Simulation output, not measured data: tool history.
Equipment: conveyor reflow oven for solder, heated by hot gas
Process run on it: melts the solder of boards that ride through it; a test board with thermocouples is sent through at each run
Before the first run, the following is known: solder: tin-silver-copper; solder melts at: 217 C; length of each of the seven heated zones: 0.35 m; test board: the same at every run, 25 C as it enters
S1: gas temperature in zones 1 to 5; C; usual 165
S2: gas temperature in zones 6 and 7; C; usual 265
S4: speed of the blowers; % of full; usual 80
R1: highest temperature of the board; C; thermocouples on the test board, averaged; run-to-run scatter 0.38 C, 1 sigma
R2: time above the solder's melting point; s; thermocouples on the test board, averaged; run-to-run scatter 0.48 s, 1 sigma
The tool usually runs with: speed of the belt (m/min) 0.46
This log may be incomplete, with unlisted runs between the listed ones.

Run 1, hour 0: usual settings. Result: R1 253.6 C, R2 67.8 s.
Run 2, hour 13: usual settings. Result: R1 253 C, R2 67.2 s.
Run 3, hour 21.5: usual settings but S2 254 C. Result: R1 242.9 C, R2 57.9 s.
Run 4, hour 35.4: usual settings. Result: R1 252.6 C, R2 66.9 s.
Run 5, hour 48.9: usual settings. Result: R1 253 C, R2 67.6 s.
Run 6, hour 55.8: usual settings but S2 263 C. Result: R1 251.5 C, R2 66.1 s.
Run 7, hour 64.4: usual settings but S1 175 C. Result: R1 253.9 C, R2 72.5 s.
Run 8, hour 71.7: usual settings but S1 175 C, S4 76 % of full. Result: R1 253.6 C, R2 71.7 s.
Run 9, hour 81.5: usual settings but S1 154 C, S4 76 % of full. Result: R1 250.7 C, R2 60.6 s.
Run 10, hour 92.9: usual settings. Result: R1 252.4 C, R2 66.6 s.
Run 11, hour 100.4: usual settings. Result: R1 253.1 C, R2 67.6 s.
Run 12, hour 110.6: usual settings. Result: R1 252.9 C, R2 66.8 s.
Run 13, hour 116.7: usual settings. Result: R1 252.7 C, R2 66.6 s.
Run 14, hour 127.3: usual settings. Result: R1 253 C, R2 66.3 s.
Run 15, hour 134.9: usual settings. Result: R1 253.3 C, R2 66.3 s.
Run 16, hour 141.8: usual settings but S1 170 C. Result: R1 253 C, R2 69.1 s.
Run 17, hour 149.4: usual settings but S1 170 C. Result: R1 253 C, R2 68.9 s.
Run 18, hour 157.7: usual settings but S1 170 C. Result: R1 253.7 C, R2 69.6 s.
Run 19, hour 165: usual settings but S1 159 C, S4 76 % of full. Result: R1 251 C, R2 64.2 s.
Run 20, hour 175.7: usual settings but S1 159 C, S4 76 % of full. Result: R1 251.2 C, R2 63.6 s.

Predict the results of run 21:
Run 21, hour 189.9: usual settings but S1 159 C, S4 76 % of full. Result: R1 ?, R2 ?.

{"run 21": {"R1": 251.8, "R2": 63.2}}
With the hidden condition absent and the run-to-run variation left alone, this run would have shown R1 251.9 C, R2 63.2 s.

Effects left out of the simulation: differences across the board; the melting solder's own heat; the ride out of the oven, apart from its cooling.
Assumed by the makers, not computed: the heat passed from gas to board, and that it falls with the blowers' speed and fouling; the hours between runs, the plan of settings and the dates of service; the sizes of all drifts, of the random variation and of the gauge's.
